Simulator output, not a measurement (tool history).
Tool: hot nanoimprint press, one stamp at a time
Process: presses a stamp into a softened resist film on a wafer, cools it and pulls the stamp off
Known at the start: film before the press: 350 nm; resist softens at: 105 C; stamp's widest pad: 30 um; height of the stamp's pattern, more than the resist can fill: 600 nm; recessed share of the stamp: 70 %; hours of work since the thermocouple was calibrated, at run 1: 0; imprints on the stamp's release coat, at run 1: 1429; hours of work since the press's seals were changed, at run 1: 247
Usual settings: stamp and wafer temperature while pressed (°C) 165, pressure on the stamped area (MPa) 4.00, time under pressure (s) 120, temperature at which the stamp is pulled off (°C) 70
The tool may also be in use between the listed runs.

run   hour  stamp and wafer temperature while pressed (°C)  pressure on the stamped area (MPa)  time under pressure (s)  temperature at which the stamp is pulled off (°C)  hours of work since the thermocouple was calibrated  imprints on the stamp's release coat  hours of work since the press's seals were changed  resist left under the stamp's widest pad (Å)  greatest force while the stamp is pulled off (N)
  1    0.0                                             165                                4.00                      120                                                 70                                                    0                                  1429                                                 247                                          1712                                               268
  2    6.2                                             165                                4.00                       76                                                 70                                                    5                                  1445                                                 251                                          1986                                               267
  3   16.5                                             165                                4.00                       76                                                 70                                                   13                                  1472                                                 259                                          1943                                               276
  4   24.7                                             165                                4.00                       76                                                 70                                                   19                                  1494                                                 266                                          1968                                               269
  5   31.0                                             165                                4.00                       76                                                 70                                                   24                                  1511                                                 271                                          1965                                               276
  6   41.6                                             165                                4.00                      120                                                 70                                                   32                                  1539                                                 279                                          1694                                               275
  7   51.7                                             165                                4.00                      120                                                 70                                                   40                                  1566                                                 287                                          1719                                               267
  8   60.0                                             165                                4.00                      120                                                 70                                                   47                                  1588                                                 293                                          1729                                               272
  9   66.9                                             165                                4.00                      120                                                 70                                                   52                                  1606                                                 299                                          1731                                               274
 10   73.9                                             165                                4.00                      120                                                 70                                                   58                                  1625                                                 304                                          1722                                               281
 11   83.2                                             165                                4.00                      120                                                 70                                                   65                                  1650                                                 311                                          1733                                               278
 12   92.9                                             165                                4.00                      120                                                 70                                                   72                                  1675                                                 319                                          1741                                               276
 13  101.0                                             165                                4.00                      120                                                 70                                                   79                                  1697                                                 325                                          1735                                               278
 14  107.9                                             165                                4.00                      120                                                 70                                                   84                                  1715                                                 331                                          1729                                               283
 15  118.2                                             165                                4.00                      120                                                 70                                                   92                                  1743                                                 339                                          1746                                               278
 16  128.5                                             175                                2.53                      120                                                 71                                                  100                                  1770                                                 347                                          1484                                               278
 17  139.0                                             157                                4.00                      228                                                 57                                                  108                                  1798                                                 355                                          2067                                               351
 18  148.3                                             165                                3.87                      120                                                 70                                                  116                                  1823                                                 362                                          1762                                               280
 19  153.0                                             165                                3.87                      120                                                 70                                                  119                                  1835                                                 366                                          1763                                               277
 20  159.7                                             165                                4.03                      120                                                 56                                                  124                                  1853                                                 371                                          1740                                               358
     163.4  -- plate thermocouple calibrated
 21  168.0                                             165                                4.03                      120                                                 56                                                    4                                  1867                                                 375                                          1767                                               356
     179.6  -- stamp cleaned and given a new release coat
 22  184.5                                             159                                3.46                      120                                                 75                                                   12                                    13                                                 383                                          2439                                               204
 23  189.4                                             154                                3.68                      128                                                 60                                                   16                                    26                                                 387                                          2730                                               257
 24  195.8                                             165                                5.01                      120                                                 70                                                   21                                    43                                                 392                                          1569                                               222
     204.2  -- plate thermocouple calibrated, once more
 25  209.2                                             165                                5.01                      156                                                 66                                                    4                                    71                                                 400                                          1412                                               232
 26  215.0                                             165                                2.80                      120                                                 62                                                    8                                    86                                                 405                                          2070                                               249
 27  219.8                                             165                                2.80                      120                                                 62                                                   12                                    99                                                 409                                          2071                                               254
 28  227.2                                             174                                2.80                      169                                                 62                                                   18                                   118                                                 414                                          1283                                               248
 29  236.5                                             167                                2.65                       93                                                 77                                                   25                                   143                                                 422                                          2116                                               200
 30  245.6                                             165                                4.00                      120                                                 57                                                   32                                   167                                                 429                                          1742                                               273

4 ways to go on from here, each from the tool as it stands after run 30. What would each give?
  A  251.9                                             165                                4.00                      120                                                 66                                                   37                                   184                                                 434                                             ?                                                 ?
  B  251.9                                             165                                4.00                       76                                                 70                                                   37                                   184                                                 434                                             ?                                                 ?
  C  251.9                                             166                                4.00                       69                                                 70                                                   37                                   184                                                 434                                             ?                                                 ?
  D  251.9                                             165                                2.80                      120                                                 70                                                   37                                   184                                                 434                                             ?                                                 ?

run  resist left under the stamp's widest pad (Å)  greatest force while the stamp is pulled off (N)
  A                                          1737                                               243
  B                                          1966                                               229
  C                                          1957                                               222
  D                                          2088                                               227
Without the tool's hidden state the same runs would have given:
run  resist left under the stamp's widest pad (Å)  greatest force while the stamp is pulled off (N)
  A                                          1714                                               236
  B                                          1942                                               223
  C                                          1933                                               216
  D                                          2071                                               221
